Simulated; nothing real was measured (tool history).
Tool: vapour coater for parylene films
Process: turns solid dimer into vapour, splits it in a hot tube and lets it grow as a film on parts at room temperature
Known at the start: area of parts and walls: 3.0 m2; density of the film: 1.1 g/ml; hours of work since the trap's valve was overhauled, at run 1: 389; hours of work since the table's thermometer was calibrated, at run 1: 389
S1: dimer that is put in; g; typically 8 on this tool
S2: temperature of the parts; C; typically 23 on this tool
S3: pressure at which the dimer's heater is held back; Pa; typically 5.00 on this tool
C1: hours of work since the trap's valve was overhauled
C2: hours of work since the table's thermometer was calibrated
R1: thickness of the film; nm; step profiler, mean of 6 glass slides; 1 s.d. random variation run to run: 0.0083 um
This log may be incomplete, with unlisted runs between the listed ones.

run 1 hour=0.0 | S1=8 S2=23 S3=5.00 | C1=389 C2=389 | R1=1878
run 2 hour=34.7 | S1=8 S2=21 S3=5.00 | C1=418 C2=418 | R1=2037
-- hour=83.1 trap's valve overhauled
run 3 hour=87.4 | S1=8 S2=15 S3=5.00 | C1=4 C2=457 | R1=2377
run 4 hour=154.1 | S1=8 S2=23 S3=4.37 | C1=58 C2=512 | R1=1925
run 5 hour=225.8 | S1=8 S2=23 S3=5.00 | C1=116 C2=570 | R1=1886
run 6 hour=264.7 | S1=8 S2=23 S3=5.00 | C1=148 C2=601 | R1=1890

Expected results for the next run?
run 7 hour=335.0 | S1=8 S2=23 S3=5.00 | C1=205 C2=659 | R1=?

Run 7 gave R1 1887 nm.
On a tool with no hidden condition, and with the same random variation, this run would have come out at R1 1887 nm.
